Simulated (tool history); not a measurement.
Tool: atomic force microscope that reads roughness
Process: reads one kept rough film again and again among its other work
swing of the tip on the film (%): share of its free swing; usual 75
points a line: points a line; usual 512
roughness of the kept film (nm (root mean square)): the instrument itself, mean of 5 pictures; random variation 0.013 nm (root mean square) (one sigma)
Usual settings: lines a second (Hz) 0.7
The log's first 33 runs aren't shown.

run    hour  lines a second (Hz)  swing of the tip on the film (%)  points a line  roughness of the kept film (nm (root mean square))
 34     701                0.845                                65            372                                               3.095
 35     721                  0.7                                74            303                                               3.062
      723.6  -- height scale calibrated on a step standard
 36   739.7                  0.7                                74            303                                               3.015
 37   761.7                1.171                                63            467                                               3.036
 38   774.2                3.259                                74            450                                               2.754
 39   792.1                1.815                                81            396                                                 2.8
 40   806.6                1.143                                86            458                                               2.868
 41   829.4                  0.7                                75            277                                               2.964
      834.9  -- height scale calibrated on a step standard, once more
 42   842.1                  0.7                                75            277                                               2.955
 43   863.5                  0.7                                75            277                                               2.961
 44   884.2                1.046                                75            512                                               2.932
      900.8  -- new tip fitted
 45   908.7                1.467                                70            512                                               3.059
 46   931.8                1.467                                70            512                                               3.081
 47   943.8                1.467                                70            512                                               3.055
 48   965.2                2.615                                72            420                                               2.881
 49   977.2                  0.7                                75            351                                               3.087
 50   998.3                  0.7                                78            982                                               3.083
 51  1011.5                  0.7                                78            982                                               3.041
 52  1031.3                  0.7                                78            982                                               3.056

Forecast each of these 3 alternatives for the next run:
  A  1054.3                2.233                                56            483                                                   ?
  B  1054.3                1.872                                75            512                                                   ?
  C  1054.3                0.725                                75            266                                                   ?

run  roughness of the kept film (nm (root mean square))
  A                                               3.015
  B                                               2.885
  C                                                3.03
Without the tool's hidden state the same runs would have given:
run  roughness of the kept film (nm (root mean square))
  A                                               3.137
  B                                                   3
  C                                               3.152
